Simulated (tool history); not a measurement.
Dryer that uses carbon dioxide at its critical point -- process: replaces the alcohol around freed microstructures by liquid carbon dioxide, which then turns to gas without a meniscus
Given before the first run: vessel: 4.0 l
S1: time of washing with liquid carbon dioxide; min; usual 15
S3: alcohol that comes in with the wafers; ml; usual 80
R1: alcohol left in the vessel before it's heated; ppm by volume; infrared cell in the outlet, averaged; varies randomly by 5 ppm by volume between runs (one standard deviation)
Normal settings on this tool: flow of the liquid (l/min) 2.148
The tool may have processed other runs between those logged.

Run 1, hour 0.0: usual settings. Result: R1 238 ppm by volume.
Run 2, hour 26.6: usual settings but S3 44 ml. Result: R1 232 ppm by volume.
Run 3, hour 47.4: usual settings but S3 44 ml. Result: R1 245 ppm by volume.
Run 4, hour 63.5: usual settings but S3 44 ml. Result: R1 243 ppm by volume.
Run 5, hour 79.6: usual settings. Result: R1 259 ppm by volume.
Run 6, hour 107.2: usual settings. Result: R1 257 ppm by volume.
Run 7, hour 130.8: usual settings. Result: R1 266 ppm by volume.
Run 8, hour 160.7: usual settings but flow of the liquid (l/min) 2.410, S3 61 ml. Result: R1 14 ppm by volume.
Run 9, hour 186.9: usual settings but S1 20 min, S3 21 ml. Result: R1 19 ppm by volume.
Run 10, hour 198.1: usual settings but S1 21 min, flow of the liquid (l/min) 3.320, S3 39 ml. Result: R1 16 ppm by volume.

Put back what was entered between runs (1 entry, withheld): which listed runs does each sit between, and how does the hidden state differ from the listed run before to the listed run after?
After run 7, before run 8: purifier's bed changed (hour 152.6)
  flow that reaches the vessel past the clogged filter, %: 89 -> 88.3; alcohol in the recycled carbon dioxide, ppm: 248 -> 6.9
  measured less the result without the state, R1: +257 -> +6 ppm by volume
